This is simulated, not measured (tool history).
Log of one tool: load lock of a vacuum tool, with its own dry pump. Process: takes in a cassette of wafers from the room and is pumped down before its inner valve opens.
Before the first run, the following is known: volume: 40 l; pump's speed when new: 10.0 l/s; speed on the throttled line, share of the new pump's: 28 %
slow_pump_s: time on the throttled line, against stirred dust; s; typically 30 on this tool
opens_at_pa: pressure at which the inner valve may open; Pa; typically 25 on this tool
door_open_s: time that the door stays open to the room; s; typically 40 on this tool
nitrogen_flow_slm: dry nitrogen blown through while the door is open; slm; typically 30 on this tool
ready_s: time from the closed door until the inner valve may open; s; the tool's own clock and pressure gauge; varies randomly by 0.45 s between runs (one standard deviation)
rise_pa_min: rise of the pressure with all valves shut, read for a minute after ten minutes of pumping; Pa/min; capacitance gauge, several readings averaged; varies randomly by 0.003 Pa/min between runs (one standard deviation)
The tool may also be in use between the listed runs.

run     hour  slow_pump_s  opens_at_pa  door_open_s  nitrogen_flow_slm  incoming humidity of the room's air, %  ready_s  rise_pa_min
  1      0.0           30           25           40                 30                                    46.2     59.5        0.207
  2    379.1           30           25           40                 30                                    43.5     59.2        0.211
  3   1008.5           30           25           40                 30                                    47.4     59.5        0.226
  4   1539.3           30           46           40                 30                                    43.4     57.3        0.224
  5   1950.5           30           46           40                 30                                    48.0     57.5        0.234
  6   2371.4           30           46           40                 30                                    45.8     57.0        0.236
  7   2672.8           30           46           40                 30                                    46.2     58.1        0.242
  8   3107.7           30           46           40                 30                                    44.6     58.5        0.236
  9   3708.9           30           46           40                 30                                    47.3     58.4        0.251
 10   3997.4           30           25           40                  7                                    44.9     62.0        0.278
      4520.9  -- dry pump taken out, an overhauled one fitted
 11   4608.6           30           25           40                 30                                    45.3     55.4        0.265
 12   5023.1           30           25          110                 30                                    46.1     55.4        0.289
 13   5589.1           45           25           40                 30                                    45.7     66.5        0.276
 14   6234.2           45           25           40                 30                                    42.4     66.5        0.282
 15   6772.1           45           25           40                 30                                    43.5     67.1        0.287
 16   7056.2           45           25           40                 30                                    43.5     66.9        0.301
 17   7715.3           45           25           40                 30                                    44.3     67.2        0.296
 18   8305.2           30           25           39                 30                                    45.6     56.6        0.311
 19   8612.7           20           25           40                 30                                    44.7     50.8        0.323
 20   8957.6           20           25           40                 30                                    49.7     51.0        0.321
 21   9576.4           30           25           40                 13                                    43.9     57.4        0.347
 22  10185.4           30           40           40                 30                                    48.2     56.3        0.345
 23  10803.4           30           40           40                 30                                    44.7     56.4        0.348
 24  11416.3           48           25          133                 30                                    47.5     70.5        0.368
 25  11863.6           25           31           29                 13                                    45.6     54.8        0.376
 26  12141.1           30           25           40                 31                                    46.8     59.7        0.367

Predict the results of run 27:
 27  12487.9           30           32           40                 30                                    47.3        ?            ?

ready_s: 57.8 s
rise_pa_min: 0.375 Pa/min
The same run, on a tool lacking any hidden state, would have yielded ready_s 53.6 s, rise_pa_min 0.030 Pa/min.

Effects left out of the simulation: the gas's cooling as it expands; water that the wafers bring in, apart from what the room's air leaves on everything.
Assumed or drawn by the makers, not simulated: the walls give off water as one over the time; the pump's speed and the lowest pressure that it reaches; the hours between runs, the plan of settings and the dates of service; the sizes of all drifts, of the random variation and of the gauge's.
